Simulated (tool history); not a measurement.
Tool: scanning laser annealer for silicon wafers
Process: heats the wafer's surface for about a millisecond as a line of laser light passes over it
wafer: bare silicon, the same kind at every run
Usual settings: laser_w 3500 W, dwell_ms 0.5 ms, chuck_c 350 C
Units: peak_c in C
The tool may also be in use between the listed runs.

Run 1, hour 0: usual settings. Result: peak_c 1106 C.
Run 2, hour 23: usual settings but chuck_c 345 C. Result: peak_c 1100 C.
Run 3, hour 43.3: usual settings. Result: peak_c 1107 C.
Run 4, hour 54.5: usual settings. Result: peak_c 1110 C.
Run 5, hour 77.9: usual settings but dwell_ms 0.505 ms. Result: peak_c 1111 C.
Run 6, hour 87.6: usual settings but dwell_ms 0.505 ms. Result: peak_c 1110 C.
Run 7, hour 104.8: usual settings but dwell_ms 0.505 ms. Result: peak_c 1108 C.
Run 8, hour 117.5: usual settings. Result: peak_c 1106 C.
At hour 122.6: window over the wafer cleaned.
Run 9, hour 136.1: usual settings but dwell_ms 0.469 ms. Result: peak_c 1112 C.
At hour 151.6: optics aligned, line set to its width.
Run 10, hour 159.8: usual settings but dwell_ms 0.458 ms. Result: peak_c 1102 C.
Run 11, hour 172.7: usual settings. Result: peak_c 1142 C.
Run 12, hour 188.5: usual settings but dwell_ms 0.504 ms. Result: peak_c 1146 C.
Run 13, hour 198.2: usual settings but dwell_ms 0.504 ms. Result: peak_c 1144 C.
Run 14, hour 218.5: usual settings. Result: peak_c 1140 C.
At hour 234.2: optics aligned, line set to its width, once more.
Run 15, hour 235.4: usual settings. Result: peak_c 1150 C.
Run 16, hour 255.7: usual settings but dwell_ms 0.399 ms. Result: peak_c 1053 C.
Run 17, hour 268.5: usual settings. Result: peak_c 1152 C.
Run 18, hour 282.9: usual settings. Result: peak_c 1149 C.
Run 19, hour 294.3: usual settings. Result: peak_c 1147 C.
Run 20, hour 316.6: usual settings. Result: peak_c 1146 C.
Run 21, hour 330.8: usual settings. Result: peak_c 1148 C.
Run 22, hour 352.3: usual settings but laser_w 3513 W, dwell_ms 0.483 ms. Result: peak_c 1135 C.
Run 23, hour 370.7: usual settings but laser_w 3725 W, dwell_ms 0.563 ms, chuck_c 321 C. Result: peak_c 1235 C.
Run 24, hour 385.1: usual settings but laser_w 3072 W, chuck_c 324 C. Result: peak_c 1013 C.
Run 25, hour 400.9: usual settings but chuck_c 370 C. Result: peak_c 1164 C.
Run 26, hour 415.4: usual settings but chuck_c 329 C. Result: peak_c 1121 C.
Run 27, hour 435.9: usual settings but laser_w 3081 W, dwell_ms 0.509 ms, chuck_c 343 C. Result: peak_c 1042 C.
Run 28, hour 447.2: usual settings but laser_w 3081 W, dwell_ms 0.509 ms, chuck_c 343 C. Result: peak_c 1042 C.
Run 29, hour 459.5: usual settings but laser_w 3081 W, dwell_ms 0.509 ms, chuck_c 343 C. Result: peak_c 1042 C.
Run 30, hour 475.4: usual settings but laser_w 3185 W, dwell_ms 0.446 ms. Result: peak_c 1018 C.
Run 31, hour 493: usual settings but laser_w 3185 W, dwell_ms 0.446 ms. Result: peak_c 1019 C.
Run 32, hour 516.7: usual settings but dwell_ms 0.418 ms, chuck_c 383 C. Result: peak_c 1097 C.
Run 33, hour 539.9: usual settings but laser_w 3771 W, dwell_ms 0.419 ms, chuck_c 321 C. Result: peak_c 1091 C.

Forecast each of these 5 alternatives for the next run:
Run A, hour 560: usual settings but laser_w 3269 W. Result: peak_c ?.
Run B, hour 560: usual settings but laser_w 3290 W, dwell_ms 0.393 ms, chuck_c 365 C. Result: peak_c ?.
Run C, hour 560: usual settings but laser_w 3255 W, dwell_ms 0.419 ms, chuck_c 321 C. Result: peak_c ?.
Run D, hour 560: usual settings but dwell_ms 0.495 ms, chuck_c 351 C. Result: peak_c ?.
Run E, hour 560: usual settings but chuck_c 342 C. Result: peak_c ?.

run  peak_c
  A    1084
  B    1003
  C     978
  D    1134
  E    1133
Without the tool's hidden state the same runs would have given:
run  peak_c
  A    1101
  B    1018
  C     993
  D    1153
  E    1152
